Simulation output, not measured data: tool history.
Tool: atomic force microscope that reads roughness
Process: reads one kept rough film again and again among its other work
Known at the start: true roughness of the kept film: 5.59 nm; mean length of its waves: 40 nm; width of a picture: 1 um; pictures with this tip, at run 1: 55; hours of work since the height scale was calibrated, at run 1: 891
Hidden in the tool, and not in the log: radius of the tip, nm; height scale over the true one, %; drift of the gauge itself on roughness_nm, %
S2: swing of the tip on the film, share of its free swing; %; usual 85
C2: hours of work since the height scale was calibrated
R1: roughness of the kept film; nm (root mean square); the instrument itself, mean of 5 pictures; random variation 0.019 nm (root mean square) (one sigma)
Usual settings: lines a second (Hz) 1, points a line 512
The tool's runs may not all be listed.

run 1 hour=0 | lines_a_second_(Hz)=1 S2=85 points_a_line=512 | pictures_with_this_tip=55 C2=891 | R1=4.186
-- hour=16.9 new tip fitted
run 2 hour=26.7 | lines_a_second_(Hz)=1 S2=85 points_a_line=512 | pictures_with_this_tip=20 C2=911 | R1=4.54
run 3 hour=46.1 | lines_a_second_(Hz)=1 S2=85 points_a_line=512 | pictures_with_this_tip=59 C2=925 | R1=4.147
-- hour=61.1 new tip fitted
run 4 hour=69.1 | lines_a_second_(Hz)=1 S2=85 points_a_line=512 | pictures_with_this_tip=16 C2=941 | R1=4.499
run 5 hour=91.2 | lines_a_second_(Hz)=1 S2=66 points_a_line=512 | pictures_with_this_tip=61 C2=957 | R1=4.395
-- hour=103.9 new tip fitted
run 6 hour=112.4 | lines_a_second_(Hz)=1 S2=66 points_a_line=512 | pictures_with_this_tip=17 C2=972 | R1=4.874
run 7 hour=136.7 | lines_a_second_(Hz)=1 S2=66 points_a_line=512 | pictures_with_this_tip=67 C2=990 | R1=4.362
-- hour=147.4 new tip fitted
run 8 hour=151.9 | lines_a_second_(Hz)=1 S2=66 points_a_line=512 | pictures_with_this_tip=9 C2=1001 | R1=5.006
run 9 hour=179.7 | lines_a_second_(Hz)=1 S2=66 points_a_line=755 | pictures_with_this_tip=66 C2=1021 | R1=4.468
-- hour=182.6 height scale calibrated on a step standard
-- hour=190.5 new tip fitted
run 10 hour=209.5 | lines_a_second_(Hz)=1 S2=66 points_a_line=755 | pictures_with_this_tip=38 C2=19 | R1=4.708
-- hour=234.9 new tip fitted
-- hour=238.5 height scale calibrated on a step standard, once more
run 11 hour=243.9 | lines_a_second_(Hz)=1 S2=66 points_a_line=755 | pictures_with_this_tip=16 C2=4 | R1=4.859
run 12 hour=266.6 | lines_a_second_(Hz)=1 S2=66 points_a_line=755 | pictures_with_this_tip=62 C2=21 | R1=4.37
-- hour=280.4 new tip fitted
run 13 hour=300 | lines_a_second_(Hz)=2.28 S2=66 points_a_line=794 | pictures_with_this_tip=40 C2=45 | R1=4.294
-- hour=323 new tip fitted
run 14 hour=331.4 | lines_a_second_(Hz)=0.53 S2=76 points_a_line=480 | pictures_with_this_tip=18 C2=67 | R1=4.795
run 15 hour=351.8 | lines_a_second_(Hz)=1 S2=56 points_a_line=717 | pictures_with_this_tip=59 C2=82 | R1=4.398
-- hour=365.2 new tip fitted
run 16 hour=383 | lines_a_second_(Hz)=1 S2=56 points_a_line=717 | pictures_with_this_tip=37 C2=105 | R1=4.673
run 17 hour=397.7 | lines_a_second_(Hz)=0.57 S2=84 points_a_line=740 | pictures_with_this_tip=66 C2=115 | R1=4.221
-- hour=407.6 new tip fitted
run 18 hour=422.8 | lines_a_second_(Hz)=0.57 S2=84 points_a_line=740 | pictures_with_this_tip=31 C2=133 | R1=4.515
-- hour=450.4 new tip fitted
run 19 hour=450.4 | lines_a_second_(Hz)=3.55 S2=84 points_a_line=450 | pictures_with_this_tip=0 C2=153 | R1=3.698
run 20 hour=483.3 | lines_a_second_(Hz)=0.69 S2=55 points_a_line=973 | pictures_with_this_tip=67 C2=177 | R1=4.434
-- hour=493.4 new tip fitted
run 21 hour=503.5 | lines_a_second_(Hz)=3.81 S2=87 points_a_line=837 | pictures_with_this_tip=20 C2=191 | R1=3.336
run 22 hour=531.7 | lines_a_second_(Hz)=2.14 S2=74 points_a_line=512 | pictures_with_this_tip=78 C2=212 | R1=3.845
-- hour=536.3 new tip fitted
run 23 hour=564 | lines_a_second_(Hz)=2.14 S2=74 points_a_line=512 | pictures_with_this_tip=56 C2=235 | R1=3.988
-- hour=579.3 new tip fitted
run 24 hour=582.9 | lines_a_second_(Hz)=2.14 S2=74 points_a_line=512 | pictures_with_this_tip=8 C2=249 | R1=4.426

5 ways to go on from here, each from the tool as it stands after run 24. What would each give?
run A hour=601.4 | lines_a_second_(Hz)=1 S2=85 points_a_line=710 | pictures_with_this_tip=46 C2=262 | R1=?
run B hour=601.4 | lines_a_second_(Hz)=2.14 S2=74 points_a_line=588 | pictures_with_this_tip=46 C2=262 | R1=?
run C hour=601.4 | lines_a_second_(Hz)=1.01 S2=70 points_a_line=512 | pictures_with_this_tip=46 C2=262 | R1=?
run D hour=601.4 | lines_a_second_(Hz)=2.14 S2=74 points_a_line=832 | pictures_with_this_tip=46 C2=262 | R1=?
run E hour=601.4 | lines_a_second_(Hz)=1 S2=57 points_a_line=512 | pictures_with_this_tip=46 C2=262 | R1=?

run=A R1=4.186
run=B R1=4.065
run=C R1=4.448
run=D R1=4.107
run=E R1=4.538
Without the tool's hidden state the same runs would have given:
run=A R1=4.672
run=B R1=4.538
run=C R1=4.964
run=D R1=4.584
run=E R1=5.065
